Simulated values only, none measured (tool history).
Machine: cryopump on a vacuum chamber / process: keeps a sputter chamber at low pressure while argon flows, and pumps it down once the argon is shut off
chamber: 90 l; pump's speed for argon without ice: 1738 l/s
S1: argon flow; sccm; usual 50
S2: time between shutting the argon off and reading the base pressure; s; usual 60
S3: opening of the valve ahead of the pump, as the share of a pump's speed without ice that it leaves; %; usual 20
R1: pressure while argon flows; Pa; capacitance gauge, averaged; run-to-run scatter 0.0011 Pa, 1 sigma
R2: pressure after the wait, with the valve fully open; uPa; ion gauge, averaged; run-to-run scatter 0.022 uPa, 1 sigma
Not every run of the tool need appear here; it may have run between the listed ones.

run,day,S1,S2,S3,R1,R2
1,0.000,50,60,20,0.2450,2.70
2,0.371,50,60,20,0.2442,2.67
3,0.900,50,60,20,0.2435,2.68
4,1.275,50,60,20,0.2466,2.74
5,1.954,46,60,20,0.2249,2.71
6,2.325,50,255,20,0.2428,2.42
7,2.962,50,255,20,0.2449,2.43
8,3.617,50,60,20,0.2468,2.82
9,4.204,57,60,20,0.2807,2.87
10,4.679,50,60,17,0.2896,2.89
11,5.008,50,60,20,0.2451,2.88

What will run 12 give?
12,5.588,50,30,20,?,?

{"run 12": {"R1": 0.2445, "R2": 3.25}}
On a tool with no hidden condition, and with the same random variation, this run would have come out at R1 0.2416 Pa, R2 1.09 uPa.

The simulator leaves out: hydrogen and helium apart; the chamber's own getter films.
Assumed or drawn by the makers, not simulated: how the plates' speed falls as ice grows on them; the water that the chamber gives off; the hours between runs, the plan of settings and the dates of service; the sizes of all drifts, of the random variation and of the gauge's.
